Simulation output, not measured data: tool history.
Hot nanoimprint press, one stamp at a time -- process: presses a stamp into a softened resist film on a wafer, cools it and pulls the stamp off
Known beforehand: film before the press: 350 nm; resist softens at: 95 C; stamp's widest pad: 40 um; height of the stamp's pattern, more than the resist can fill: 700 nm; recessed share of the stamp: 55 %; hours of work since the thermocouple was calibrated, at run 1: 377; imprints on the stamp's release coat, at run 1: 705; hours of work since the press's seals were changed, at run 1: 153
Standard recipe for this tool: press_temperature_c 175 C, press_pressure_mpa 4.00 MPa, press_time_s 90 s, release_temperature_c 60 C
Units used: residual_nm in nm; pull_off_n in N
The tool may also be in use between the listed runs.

run	hour	press_temperature_c	press_pressure_mpa	press_time_s	release_temperature_c	hours of work since the thermocouple was calibrated	imprints on the stamp's release coat	hours of work since the press's seals were changed	residual_nm	pull_off_n
1	0.0	175	4.00	90	60	377	705	153	155.3	169
# hour 21.4: plate thermocouple calibrated
2	67.2	175	4.00	90	60	34	924	201	155.8	172
3	161.2	175	4.00	90	60	104	1245	271	155.6	166
4	238.2	175	4.00	90	60	161	1507	328	155.8	173
5	295.1	175	4.00	90	60	203	1701	370	155.3	173
6	337.7	175	4.00	90	60	234	1846	401	155.6	175
7	394.2	163	4.00	90	60	276	2039	443	234.1	174
8	441.4	175	2.64	90	60	311	2200	478	189.9	166
# hour 495.4: stamp cleaned and given a new release coat
9	521.1	175	2.64	90	60	366	88	533	189.8	169
# hour 558.4: plate thermocouple calibrated
10	573.5	175	2.64	90	60	11	256	570	190.0	170
11	637.9	175	2.64	90	60	59	476	617	189.9	176
12	723.2	175	5.87	90	61	122	766	681	128.3	165
13	788.1	177	4.00	46	60	170	988	729	184.5	179
14	850.1	177	2.90	46	54	216	1199	775	211.8	195
15	928.9	177	2.90	79	56	275	1467	833	178.1	178
16	1020.1	168	2.79	79	52	342	1779	901	238.8	204
17	1073.7	185	5.86	166	60	382	1961	940	69.9	175
# hour 1096.6: plate thermocouple calibrated
18	1148.3	185	5.86	166	60	38	2205	993	70.1	172
# hour 1198.0: stamp cleaned and given a new release coat
19	1248.6	185	4.63	144	45	108	173	1063	85.0	214
# hour 1327.6: press's hydraulic seals changed and the load cell set to zero
20	1349.0	175	4.00	107	60	177	487	16	147.5	170
21	1440.6	175	4.00	117	48	245	800	84	142.8	201

What if the next run were any one of these 3? Each begins from the tool's condition after run 21:
A	1510.5	175	4.00	117	46	296	1038	136	?	?
B	1510.5	179	5.62	80	60	296	1038	136	?	?
C	1510.5	175	2.90	117	48	296	1038	136	?	?

run	residual_nm	pull_off_n
A	142.8	217
B	119.6	172
C	167.5	203
Without the tool's hidden state the same runs would have given:
run	residual_nm	pull_off_n
A	141.2	216
B	118.3	171
C	165.6	202
